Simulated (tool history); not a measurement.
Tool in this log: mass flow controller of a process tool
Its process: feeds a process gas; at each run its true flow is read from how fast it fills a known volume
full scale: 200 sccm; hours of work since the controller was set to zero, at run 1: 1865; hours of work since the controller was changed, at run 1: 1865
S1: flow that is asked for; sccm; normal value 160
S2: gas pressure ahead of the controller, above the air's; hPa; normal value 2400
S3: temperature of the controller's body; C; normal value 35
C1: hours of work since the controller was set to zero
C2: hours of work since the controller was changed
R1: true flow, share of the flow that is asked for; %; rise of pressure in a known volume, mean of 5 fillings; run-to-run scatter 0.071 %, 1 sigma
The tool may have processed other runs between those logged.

| run | hour | S1 | S2 | S3 | C1 | C2 | R1 |
|---|---|---|---|---|---|---|---|
| 1 | 0.0 | 160 | 2400 | 35 | 1865 | 1865 | 99.71 |
| 2 | 170.6 | 69 | 2400 | 35 | 1969 | 1969 | 99.38 |
| 3 | 323.2 | 134 | 2400 | 35 | 2062 | 2062 | 99.38 |
| 4 | 406.5 | 160 | 2090 | 35 | 2113 | 2113 | 99.77 |
| 5 | 503.8 | 160 | 1640 | 35 | 2173 | 2173 | 99.89 |
| 6 | 662.7 | 159 | 2400 | 35 | 2269 | 2269 | 99.41 |
| 7 | 785.1 | 160 | 2650 | 35 | 2344 | 2344 | 99.41 |
| 8 | 887.9 | 160 | 2650 | 35 | 2407 | 2407 | 99.17 |
| 9 | 977.6 | 160 | 2650 | 35 | 2461 | 2461 | 99.32 |
| 10 | 1148.3 | 160 | 2650 | 35 | 2566 | 2566 | 99.27 |
| 11 | 1261.2 | 160 | 2650 | 35 | 2634 | 2634 | 99.23 |
| 12 | 1433.9 | 160 | 2400 | 35 | 2740 | 2740 | 99.15 |
| 13 | 1545.8 | 160 | 2400 | 27 | 2808 | 2808 | 98.39 |
| 14 | 1705.2 | 160 | 2400 | 27 | 2905 | 2905 | 98.40 |
| 15 | 1793.8 | 160 | 1750 | 27 | 2959 | 2959 | 98.66 |
| 16 | 1890.8 | 160 | 1470 | 35 | 3018 | 3018 | 99.74 |
| 17 | 2067.9 | 160 | 1470 | 35 | 3126 | 3126 | 99.51 |
| 18 | 2219.6 | 160 | 1470 | 35 | 3219 | 3219 | 99.40 |
| 19 | 2359.9 | 160 | 2400 | 26 | 3304 | 3304 | 98.26 |
| 20 | 2452.7 | 21 | 2400 | 35 | 3361 | 3361 | 101.93 |
| 21 | 2534.5 | 160 | 1990 | 35 | 3411 | 3411 | 98.98 |
| 22 | 2675.2 | 160 | 2400 | 21 | 3496 | 3496 | 97.64 |
| 23 | 2770.9 | 63 | 2400 | 35 | 3555 | 3555 | 99.23 |
| 24 | 2845.3 | 63 | 2400 | 35 | 3600 | 3600 | 98.98 |
|  | 2853.2 | controller's zero set anew |
| 25 | 3023.3 | 89 | 2090 | 23 | 104 | 3708 | 98.45 |
| 26 | 3142.1 | 174 | 1720 | 35 | 176 | 3781 | 99.47 |
| 27 | 3300.5 | 174 | 1720 | 35 | 273 | 3877 | 99.50 |
| 28 | 3383.3 | 28 | 1720 | 36 | 323 | 3928 | 103.97 |
| 29 | 3525.7 | 160 | 1620 | 31 | 410 | 4015 | 99.07 |
|  | 3546.9 | controller's zero set anew, once more |
| 30 | 3672.8 | 29 | 1950 | 37 | 77 | 4104 | 97.54 |
| 31 | 3787.3 | 102 | 1840 | 37 | 147 | 4174 | 97.93 |
| 32 | 3929.1 | 110 | 1430 | 40 | 233 | 4260 | 98.40 |
| 33 | 4015.2 | 24 | 2560 | 34 | 286 | 4313 | 97.01 |
| 34 | 4096.6 | 186 | 1570 | 34 | 335 | 4362 | 98.24 |
| 35 | 4228.6 | 31 | 1510 | 35 | 416 | 4443 | 97.59 |
| 36 | 4305.2 | 31 | 1510 | 35 | 462 | 4490 | 97.73 |
| 37 | 4410.3 | 24 | 1640 | 38 | 526 | 4554 | 98.06 |
| 38 | 4539.6 | 24 | 1640 | 38 | 605 | 4632 | 97.96 |
| 39 | 4659.6 | 24 | 2370 | 38 | 678 | 4706 | 97.76 |
| 40 | 4838.0 | 29 | 1790 | 23 | 787 | 4814 | 96.48 |
| 41 | 4970.4 | 160 | 2080 | 35 | 868 | 4895 | 97.78 |
| 42 | 5141.8 | 160 | 2490 | 35 | 972 | 5000 | 97.46 |
| 43 | 5282.1 | 169 | 1520 | 28 | 1058 | 5085 | 97.27 |
| 44 | 5371.7 | 48 | 1430 | 24 | 1112 | 5140 | 96.49 |
| 45 | 5467.1 | 21 | 2400 | 24 | 1171 | 5198 | 96.91 |
|  | 5544.6 | controller exchanged for a calibrated one |
| 46 | 5627.6 | 26 | 1710 | 30 | 51 | 51 | 99.21 |
| 47 | 5792.1 | 26 | 1710 | 30 | 151 | 151 | 99.30 |
| 48 | 5908.6 | 26 | 1920 | 24 | 222 | 222 | 98.66 |

4 options for the next run, each taken on its own from the tool as it stands now. Forecast them:
| A | 6085.3 | 66 | 2440 | 24 | 330 | 330 | ? |
| B | 6085.3 | 160 | 2150 | 35 | 330 | 330 | ? |
| C | 6085.3 | 35 | 1820 | 35 | 330 | 330 | ? |
| D | 6085.3 | 31 | 2400 | 35 | 330 | 330 | ? |

| run | R1 |
|---|---|
| A | 98.54 |
| B | 100.21 |
| C | 99.66 |
| D | 99.53 |
What these runs would have given with no unlogged condition in the tool:
| run | R1 |
|---|---|
| A | 98.70 |
| B | 100.49 |
| C | 99.64 |
| D | 99.46 |
